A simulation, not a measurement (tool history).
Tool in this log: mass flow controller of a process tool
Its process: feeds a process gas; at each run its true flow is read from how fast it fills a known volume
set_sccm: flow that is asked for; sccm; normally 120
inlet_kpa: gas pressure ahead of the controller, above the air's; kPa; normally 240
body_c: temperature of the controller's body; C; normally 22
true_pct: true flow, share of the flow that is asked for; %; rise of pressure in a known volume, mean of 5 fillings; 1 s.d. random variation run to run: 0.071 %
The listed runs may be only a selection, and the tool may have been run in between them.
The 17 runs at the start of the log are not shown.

Run 18, day 62.917: usual settings but body_c 37 C. Result: true_pct 97.80 %.
Run 19, day 67.775: usual settings but body_c 23 C. Result: true_pct 98.73 %.
Run 20, day 71.679: usual settings but body_c 23 C. Result: true_pct 98.55 %.
Run 21, day 75.012: usual settings. Result: true_pct 98.67 %.
Run 22, day 77.796: usual settings. Result: true_pct 98.71 %.
Run 23, day 81.842: usual settings. Result: true_pct 98.60 %.
Run 24, day 86.646: usual settings. Result: true_pct 98.70 %.
Run 25, day 89.467: usual settings but body_c 35 C. Result: true_pct 97.65 %.
Run 26, day 94.488: usual settings but set_sccm 50 sccm, body_c 21 C. Result: true_pct 97.37 %.
Run 27, day 99.221: usual settings but set_sccm 50 sccm, body_c 21 C. Result: true_pct 97.08 %.
Run 28, day 102.454: usual settings but inlet_kpa 185 kPa, body_c 21 C. Result: true_pct 98.91 %.
Run 29, day 104.988: usual settings but inlet_kpa 185 kPa, body_c 21 C. Result: true_pct 99.01 %.
At day 105.467: controller's zero set anew.
Run 30, day 107.712: usual settings but inlet_kpa 143 kPa, body_c 29 C. Result: true_pct 98.12 %.
Run 31, day 111.529: usual settings but inlet_kpa 243 kPa. Result: true_pct 98.05 %.
At day 112.954: controller's zero set anew, once more.
Run 32, day 114.721: usual settings but set_sccm 63 sccm, inlet_kpa 243 kPa, body_c 27 C. Result: true_pct 98.47 %.
Run 33, day 117.271: usual settings but set_sccm 63 sccm, inlet_kpa 243 kPa, body_c 27 C. Result: true_pct 98.39 %.
Run 34, day 121.250: usual settings but set_sccm 121 sccm, inlet_kpa 192 kPa. Result: true_pct 99.37 %.
Run 35, day 123.746: usual settings but set_sccm 33 sccm, inlet_kpa 242 kPa, body_c 36 C. Result: true_pct 97.54 %.
Run 36, day 126.796: usual settings but set_sccm 28 sccm. Result: true_pct 98.25 %.
Run 37, day 129.446: usual settings but set_sccm 28 sccm. Result: true_pct 98.16 %.
Run 38, day 133.146: usual settings but body_c 24 C. Result: true_pct 98.80 %.
Run 39, day 137.733: usual settings but body_c 24 C. Result: true_pct 98.87 %.
Run 40, day 141.704: usual settings but set_sccm 48 sccm, inlet_kpa 141 kPa. Result: true_pct 98.89 %.

What will run 41 give?
Run 41, day 145.208: usual settings but set_sccm 48 sccm, inlet_kpa 205 kPa. Result: true_pct ?.

{"run 41": {"true_pct": 98.61}}
Were there no unlogged condition in the tool, this run, its random variation unchanged, would have produced true_pct 99.55 %.

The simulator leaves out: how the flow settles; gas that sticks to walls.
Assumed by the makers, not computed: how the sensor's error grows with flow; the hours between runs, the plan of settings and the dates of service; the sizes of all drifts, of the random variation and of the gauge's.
